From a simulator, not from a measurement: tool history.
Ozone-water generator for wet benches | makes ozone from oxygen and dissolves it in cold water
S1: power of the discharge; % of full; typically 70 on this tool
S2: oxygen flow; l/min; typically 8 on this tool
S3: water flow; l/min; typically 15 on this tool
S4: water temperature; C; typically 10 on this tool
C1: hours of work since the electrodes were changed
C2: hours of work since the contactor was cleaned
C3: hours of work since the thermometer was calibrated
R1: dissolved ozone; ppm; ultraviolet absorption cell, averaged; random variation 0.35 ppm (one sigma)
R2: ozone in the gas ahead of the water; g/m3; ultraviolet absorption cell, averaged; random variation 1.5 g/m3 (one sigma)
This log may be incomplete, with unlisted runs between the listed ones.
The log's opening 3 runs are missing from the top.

run,hour,S1,S2,S3,S4,C1,C2,C3,R1,R2
4,96.1,70,8,15,10,413,1261,986,54.8,274.9
5,129.2,70,8,15,10,433,1281,1006,54.5,274.8
6,160.4,70,8,15,10,452,1300,1025,54.1,275.9
7,188.6,70,8,15,10,470,1317,1043,54.3,275.9
8,222.7,70,8,15,10,490,1338,1064,53.8,274.1
9,241.6,70,8,15,10,502,1350,1075,54.2,276
10,257.4,70,8,15,10,512,1359,1085,54.3,276.7
11,295.5,70,8,15,10,535,1383,1108,54.1,273.8
12,326.4,70,8,15,10,554,1402,1127,53.5,276.1
13,359.9,70,8,15,10,575,1422,1148,53.8,277.9
14,390.7,70,8,15,10,594,1441,1167,55,274.7
15,419.5,70,8,15,10,611,1459,1184,54,274.2
16,444.5,70,8,15,10,627,1474,1200,54.1,274.2
17,474,70,7.68,13,10,645,1492,1218,58.7,279.5
18,512.2,81,7.68,13,14,668,1516,1241,58.1,300.9
19,537.2,81,7.68,13,14,684,1531,1257,58.2,300.9
20,568.7,89,5.35,23,5,703,1551,1276,47.3,381.5
21,598.3,89,5.35,23,5,721,1569,1294,46.8,383.4
22,615.5,71,8,15,6,732,1579,1305,58.6,274.5
23,648.4,70,4.2,10,10,752,1600,1325,71.9,387.2

Forecast run 24:
24,675.4,70,4.2,10,10,768,1616,1342,?,?

Logged for run 24: R1 72.1 ppm, R2 386.5 g/m3.
The same run, on a tool lacking any hidden state, would have yielded R1 73.5 ppm, R2 391.1 g/m3.

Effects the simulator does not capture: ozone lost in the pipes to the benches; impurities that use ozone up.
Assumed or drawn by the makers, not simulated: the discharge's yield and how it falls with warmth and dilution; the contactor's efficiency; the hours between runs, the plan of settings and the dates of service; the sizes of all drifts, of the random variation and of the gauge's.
